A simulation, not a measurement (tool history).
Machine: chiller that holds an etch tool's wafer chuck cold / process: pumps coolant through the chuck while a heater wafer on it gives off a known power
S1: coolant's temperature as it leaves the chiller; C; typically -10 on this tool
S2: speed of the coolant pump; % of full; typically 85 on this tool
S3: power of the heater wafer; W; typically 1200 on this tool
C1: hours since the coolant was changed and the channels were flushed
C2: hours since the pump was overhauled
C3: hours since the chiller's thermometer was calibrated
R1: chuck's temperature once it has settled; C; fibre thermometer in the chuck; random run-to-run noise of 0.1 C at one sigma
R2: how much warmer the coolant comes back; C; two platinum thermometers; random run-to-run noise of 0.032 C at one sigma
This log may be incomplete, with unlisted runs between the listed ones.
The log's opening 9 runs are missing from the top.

| run | hour | S1 | S2 | S3 | C1 | C2 | C3 | R1 | R2 |
|---|---|---|---|---|---|---|---|---|---|
| 10 | 342.7 | -13 | 85 | 1200 | 2414 | 724 | 283 | -4.3 | 3.43 |
| 11 | 368.6 | -10 | 85 | 1200 | 2440 | 749 | 309 | -1.4 | 3.43 |
| 12 | 407.7 | -10 | 62 | 1200 | 2479 | 789 | 348 | 0.2 | 4.73 |
| 13 | 442.6 | -10 | 62 | 1200 | 2514 | 823 | 383 | 0.3 | 4.73 |
| 14 | 482.3 | -10 | 62 | 1200 | 2554 | 863 | 423 | 0.4 | 4.77 |
| 15 | 524.3 | -10 | 62 | 1200 | 2596 | 905 | 465 | 0.1 | 4.66 |
| 16 | 560.5 | -10 | 62 | 1200 | 2632 | 941 | 501 | 0.2 | 4.73 |
| 17 | 582.9 | -10 | 62 | 1200 | 2654 | 964 | 524 | 0.4 | 4.67 |
| 18 | 614.6 | -7 | 85 | 1376 | 2686 | 995 | 555 | 2.9 | 3.93 |
| 19 | 654.2 | -7 | 85 | 1376 | 2726 | 1035 | 595 | 2.9 | 3.90 |
| 20 | 700.2 | -5 | 85 | 1030 | 2772 | 1081 | 641 | 2.4 | 2.95 |
| 21 | 737.3 | -5 | 85 | 1030 | 2809 | 1118 | 678 | 2.4 | 2.89 |
| 22 | 772.2 | -10 | 84 | 1200 | 2844 | 1153 | 713 | -1.2 | 3.49 |
| 23 | 826.3 | -10 | 85 | 1343 | 2898 | 1207 | 767 | -0.5 | 3.78 |
| 24 | 849.2 | -10 | 85 | 1343 | 2921 | 1230 | 790 | -0.2 | 3.81 |
| 25 | 874.2 | -12 | 84 | 820 | 2946 | 1255 | 815 | -6.2 | 2.35 |
| 26 | 912.4 | -4 | 97 | 1534 | 2984 | 1293 | 853 | 6.3 | 3.81 |
| 27 | 953.7 | -4 | 97 | 1534 | 3025 | 1335 | 894 | 6.3 | 3.82 |
| 28 | 980.1 | -13 | 100 | 1126 | 3052 | 1361 | 921 | -5.5 | 2.67 |
| 29 | 1020.3 | -13 | 100 | 1126 | 3092 | 1401 | 961 | -5.6 | 2.68 |
| 30 | 1063.9 | -13 | 100 | 1126 | 3135 | 1445 | 1005 | -5.7 | 2.74 |
| 31 | 1116.2 | -10 | 100 | 746 | 3188 | 1497 | 1057 | -5.1 | 1.79 |
| 32 | 1139.7 | -10 | 100 | 746 | 3211 | 1521 | 1080 | -5.1 | 1.84 |
| 33 | 1177.2 | -10 | 67 | 1700 | 3249 | 1558 | 1118 | 4.1 | 6.24 |

Each row is a separate what-if for the run after 33, all from the same tool condition, not one after another. Results?
| A | 1219.0 | -14 | 71 | 861 | 3290 | 1600 | 1160 | ? | ? |
| B | 1219.0 | -10 | 85 | 1184 | 3290 | 1600 | 1160 | ? | ? |
| C | 1219.0 | -11 | 70 | 1448 | 3290 | 1600 | 1160 | ? | ? |

| run | R1 | R2 |
|---|---|---|
| A | -7.3 | 2.95 |
| B | -1.3 | 3.40 |
| C | 0.8 | 5.08 |
Without the tool's unlogged condition, the same runs would have read:
| run | R1 | R2 |
|---|---|---|
| A | -7.7 | 2.87 |
| B | -1.9 | 3.31 |
| C | 0.0 | 4.94 |
